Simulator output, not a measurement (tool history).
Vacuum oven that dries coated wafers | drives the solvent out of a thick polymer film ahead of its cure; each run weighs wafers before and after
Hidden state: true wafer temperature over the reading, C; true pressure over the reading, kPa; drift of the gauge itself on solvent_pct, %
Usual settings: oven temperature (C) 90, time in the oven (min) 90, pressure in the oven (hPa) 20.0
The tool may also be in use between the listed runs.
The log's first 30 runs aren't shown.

run     day  oven temperature (C)  time in the oven (min)  pressure in the oven (hPa)  hours of work since the thermocouples were calibrated  hours of work since the vacuum gauge was cleaned of residue  solvent left in the film (%)
 31  29.638                    90                     124                        11.7                                                    818                                                          163                          2.07
 32  30.333                    90                      54                        20.0                                                    830                                                          175                          6.10
     31.071  -- oven's thermocouples calibrated
 33  31.492                    90                      54                        20.0                                                      7                                                          194                          6.74
 34  32.129                    90                      90                        42.1                                                     18                                                          205                          4.54
 35  33.346                    90                      90                        42.1                                                     39                                                          226                          4.56
 36  34.000                    90                     112                        21.1                                                     51                                                          237                          2.98
 37  34.738                    83                      52                        30.6                                                     64                                                          250                          9.85
 38  35.850                    83                      52                        30.6                                                     83                                                          269                          9.76
 39  36.442                    83                      52                        30.6                                                     93                                                          280                          9.65
 40  37.404                    90                      90                        49.8                                                    110                                                          296                          4.60
 41  37.962                    90                      90                        49.8                                                    119                                                          306                          4.62
 42  38.946                    83                      90                        19.1                                                    137                                                          323                          6.88
 43  40.025                    83                     128                        19.1                                                    155                                                          342                          5.10

4 ways to go on from here, each from the tool as it stands after run 43. What would each give?
  A  40.654                    90                     128                        38.9                                                    166                                                          353                             ?
  B  40.654                    83                      47                        48.5                                                    166                                                          353                             ?
  C  40.654                    88                      70                        19.8                                                    166                                                          353                             ?
  D  40.654                    83                      47                        19.1                                                    166                                                          353                             ?

run  solvent left in the film (%)
  A                          2.90
  B                         10.30
  C                          6.05
  D                          9.87
Without the tool's hidden state the same runs would have given:
run  solvent left in the film (%)
  A                          2.88
  B                         10.28
  C                          6.03
  D                          9.85
